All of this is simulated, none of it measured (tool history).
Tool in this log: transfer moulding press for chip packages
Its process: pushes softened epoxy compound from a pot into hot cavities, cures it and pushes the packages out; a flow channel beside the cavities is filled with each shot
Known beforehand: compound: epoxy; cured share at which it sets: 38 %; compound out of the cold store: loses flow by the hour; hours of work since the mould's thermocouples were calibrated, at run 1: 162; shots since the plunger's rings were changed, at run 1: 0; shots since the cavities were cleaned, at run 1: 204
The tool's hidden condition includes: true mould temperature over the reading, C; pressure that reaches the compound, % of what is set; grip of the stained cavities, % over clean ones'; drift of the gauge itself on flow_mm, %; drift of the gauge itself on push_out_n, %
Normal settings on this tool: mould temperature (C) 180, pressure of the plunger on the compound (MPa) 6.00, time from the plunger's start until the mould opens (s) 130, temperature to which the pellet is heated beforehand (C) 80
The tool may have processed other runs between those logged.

| run | hour | mould temperature (C) | pressure of the plunger on the compound (MPa) | time from the plunger's start until the mould opens (s) | temperature to which the pellet is heated beforehand (C) | hours of work since the mould's thermocouples were calibrated | shots since the plunger's rings were changed | shots since the cavities were cleaned | incoming compound's hours out of the cold store | length that the compound runs in the flow channel (mm) | greatest force on the pins that push the packages out (N) |
|---|---|---|---|---|---|---|---|---|---|---|---|
| 1 | 0.0 | 180 | 6.00 | 130 | 80 | 162 | 0 | 204 | 34.9 | 677 | 582 |
| 2 | 9.5 | 180 | 6.38 | 130 | 80 | 169 | 102 | 306 | 23.1 | 727 | 605 |
| 3 | 20.1 | 180 | 6.24 | 130 | 80 | 177 | 216 | 420 | 39.6 | 675 | 634 |
|  | 28.2 | cavities cleaned with cleaning compound and waxed |
| 4 | 29.8 | 180 | 6.00 | 130 | 80 | 183 | 303 | 16 | 39.6 | 666 | 434 |
| 5 | 40.8 | 180 | 6.00 | 130 | 80 | 192 | 422 | 135 | 31.1 | 687 | 500 |
| 6 | 48.3 | 180 | 5.47 | 130 | 80 | 197 | 502 | 215 | 21.4 | 680 | 549 |
| 7 | 55.5 | 180 | 6.00 | 155 | 80 | 203 | 580 | 293 | 25.7 | 699 | 512 |
| 8 | 67.1 | 180 | 6.00 | 130 | 80 | 211 | 704 | 417 | 44.7 | 643 | 635 |
|  | 75.5 | cavities cleaned with cleaning compound and waxed |
| 9 | 76.8 | 180 | 6.00 | 130 | 80 | 217 | 792 | 14 | 27.1 | 691 | 448 |
| 10 | 87.0 | 180 | 6.00 | 130 | 80 | 225 | 902 | 124 | 45.2 | 649 | 503 |
| 11 | 97.7 | 180 | 6.00 | 146 | 80 | 233 | 1016 | 238 | 39.6 | 658 | 515 |
| 12 | 105.8 | 180 | 6.00 | 146 | 80 | 239 | 1103 | 325 | 43.5 | 644 | 513 |
| 13 | 111.8 | 180 | 6.00 | 146 | 80 | 244 | 1168 | 390 | 17.6 | 715 | 593 |
| 14 | 118.0 | 187 | 5.25 | 149 | 81 | 248 | 1234 | 456 | 16.9 | 645 | 567 |
|  | 123.4 | cavities cleaned with cleaning compound and waxed |
| 15 | 125.6 | 187 | 6.22 | 141 | 81 | 253 | 1300 | 25 | 30.1 | 689 | 376 |
| 16 | 132.5 | 187 | 6.22 | 141 | 81 | 258 | 1373 | 98 | 26.5 | 677 | 418 |
| 17 | 143.7 | 175 | 6.22 | 138 | 81 | 266 | 1493 | 218 | 16.4 | 737 | 647 |
| 18 | 154.7 | 175 | 6.22 | 138 | 81 | 275 | 1612 | 337 | 43.1 | 657 | 682 |
| 19 | 164.4 | 180 | 6.00 | 130 | 73 | 282 | 1715 | 440 | 8.2 | 737 | 664 |
|  | 170.8 | cavities cleaned with cleaning compound and waxed |
| 20 | 174.5 | 173 | 5.52 | 153 | 80 | 288 | 1808 | 40 | 25.7 | 676 | 524 |

4 ways to go on from here, each from the tool as it stands after run 20. What would each give?
| A | 179.9 | 183 | 5.52 | 153 | 80 | 292 | 1865 | 97 | 29.2 | ? | ? |
| B | 179.9 | 174 | 6.10 | 153 | 73 | 292 | 1865 | 97 | 22.8 | ? | ? |
| C | 179.9 | 180 | 6.93 | 130 | 90 | 292 | 1865 | 97 | 20.3 | ? | ? |
| D | 179.9 | 179 | 5.52 | 164 | 89 | 292 | 1865 | 97 | 11.7 | ? | ? |

| run | length that the compound runs in the flow channel (mm) | greatest force on the pins that push the packages out (N) |
|---|---|---|
| A | 634 | 424 |
| B | 707 | 521 |
| C | 755 | 469 |
| D | 689 | 419 |
Without the tool's unlogged condition, the same runs would have read:
| run | length that the compound runs in the flow channel (mm) | greatest force on the pins that push the packages out (N) |
|---|---|---|
| A | 657 | 362 |
| B | 733 | 449 |
| C | 782 | 404 |
| D | 715 | 358 |

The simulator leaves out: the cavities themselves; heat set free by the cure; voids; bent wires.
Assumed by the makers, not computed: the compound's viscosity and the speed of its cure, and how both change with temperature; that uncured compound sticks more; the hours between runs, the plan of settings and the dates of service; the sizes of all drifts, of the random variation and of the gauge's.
